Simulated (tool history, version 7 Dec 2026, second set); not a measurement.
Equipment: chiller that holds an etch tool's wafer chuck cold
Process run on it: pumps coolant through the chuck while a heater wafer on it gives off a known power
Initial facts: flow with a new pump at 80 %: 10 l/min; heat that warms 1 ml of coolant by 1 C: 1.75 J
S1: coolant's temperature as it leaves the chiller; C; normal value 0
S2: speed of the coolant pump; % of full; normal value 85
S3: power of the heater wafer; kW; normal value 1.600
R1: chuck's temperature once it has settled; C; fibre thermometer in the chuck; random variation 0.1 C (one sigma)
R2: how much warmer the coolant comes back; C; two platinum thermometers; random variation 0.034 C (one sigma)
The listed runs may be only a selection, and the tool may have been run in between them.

Run 1, hour 0.0: usual settings. Result: R1 10.1 C, R2 5.13 C.
Run 2, hour 32.3: usual settings but S1 -5 C. Result: R1 5.1 C, R2 5.14 C.
Run 3, hour 83.5: usual settings but S1 -5 C. Result: R1 5.0 C, R2 5.12 C.
Run 4, hour 115.2: usual settings but S1 -5 C. Result: R1 5.1 C, R2 5.20 C.
Run 5, hour 149.2: usual settings but S1 -5 C. Result: R1 5.2 C, R2 5.21 C.
Run 6, hour 180.8: usual settings but S3 1.442 kW. Result: R1 9.2 C, R2 4.65 C.
Run 7, hour 202.1: usual settings. Result: R1 10.0 C, R2 5.21 C.
Run 8, hour 254.5: usual settings. Result: R1 10.3 C, R2 5.20 C.
Run 9, hour 294.5: usual settings but S3 2.031 kW. Result: R1 12.7 C, R2 6.66 C.
Run 10, hour 318.5: usual settings but S3 2.150 kW. Result: R1 13.6 C, R2 6.95 C.
Run 11, hour 340.1: usual settings but S3 2.150 kW. Result: R1 13.4 C, R2 6.98 C.
Run 12, hour 389.4: usual settings but S3 2.150 kW. Result: R1 13.5 C, R2 6.97 C.
Run 13, hour 424.4: usual settings but S3 2.150 kW. Result: R1 13.6 C, R2 6.95 C.
Run 14, hour 448.2: usual settings but S3 2.150 kW. Result: R1 13.6 C, R2 7.05 C.
Run 15, hour 485.6: usual settings but S3 2.150 kW. Result: R1 13.7 C, R2 7.02 C.
Run 16, hour 524.0: usual settings but S3 2.150 kW. Result: R1 13.7 C, R2 6.97 C.
Run 17, hour 566.4: usual settings but S1 -10 C, S3 1.259 kW. Result: R1 -2.1 C, R2 4.09 C.
Run 18, hour 605.4: usual settings but S1 3 C, S2 87 % of full, S3 0.823 kW. Result: R1 8.2 C, R2 2.71 C.
Run 19, hour 644.3: usual settings but S1 4 C, S3 1.182 kW. Result: R1 11.6 C, R2 3.92 C.
Run 20, hour 673.1: usual settings but S1 -9 C, S2 99 % of full, S3 1.152 kW. Result: R1 -2.5 C, R2 3.30 C.
Run 21, hour 714.1: usual settings but S1 3 C, S2 96 % of full, S3 2.255 kW. Result: R1 16.4 C, R2 6.52 C.
Run 22, hour 762.9: usual settings but S1 -5 C, S2 70 % of full, S3 0.996 kW. Result: R1 2.1 C, R2 4.02 C.
Run 23, hour 786.6: usual settings but S1 -9 C. Result: R1 0.9 C, R2 5.29 C.
Run 24, hour 830.6: usual settings but S1 -7 C, S3 1.955 kW. Result: R1 5.5 C, R2 6.43 C.
Run 25, hour 853.7: usual settings but S1 7 C, S3 1.024 kW. Result: R1 13.5 C, R2 3.44 C.
Run 26, hour 901.4: usual settings but S3 0.894 kW. Result: R1 5.5 C, R2 2.96 C.
Run 27, hour 943.9: usual settings but S1 7 C, S2 68 % of full. Result: R1 18.5 C, R2 6.62 C.
Run 28, hour 981.3: usual settings but S1 7 C, S2 68 % of full, S3 1.427 kW. Result: R1 17.2 C, R2 5.96 C.
Run 29, hour 1009.8: usual settings but S1 -2 C, S2 95 % of full, S3 2.240 kW. Result: R1 11.1 C, R2 6.60 C.
Run 30, hour 1055.0: usual settings but S1 -6 C, S2 61 % of full, S3 1.966 kW. Result: R1 9.4 C, R2 9.00 C.
Run 31, hour 1085.6: usual settings but S1 -8 C, S2 77 % of full, S3 2.303 kW. Result: R1 7.4 C, R2 8.26 C.
Run 32, hour 1138.0: usual settings but S1 4 C, S2 88 % of full, S3 1.152 kW. Result: R1 11.3 C, R2 3.74 C.

Table of differences, measured result less the result of that run with no hidden state. Run-to-run variation is the same in both. Gauge scatter possibly is not:
Hidden state present: heat passed by the chuck's channels, % of clean ones'; flow at a given pump speed, % of a new pump's; coolant's true temperature over the reading, C; drift of the gauge itself on chuck_c, C; drift of the gauge itself on warmer_back_c, C.
run     R2
  1  +0.00
  2  +0.00
  3  +0.01
  4  +0.01
  5  +0.02
  6  +0.03
  7  +0.03
  8  +0.04
  9  +0.04
 10  +0.04
 11  +0.04
 12  +0.05
 13  +0.06
 14  +0.05
 15  +0.06
 16  +0.07
 17  +0.08
 18  +0.07
 19  +0.08
 20  +0.08
 21  +0.09
 22  +0.10
 23  +0.11
 24  +0.11
 25  +0.12
 26  +0.12
 27  +0.13
 28  +0.13
 29  +0.13
 30  +0.13
 31  +0.14
 32  +0.15
R1: within 0.1 C of the measured result in every run.
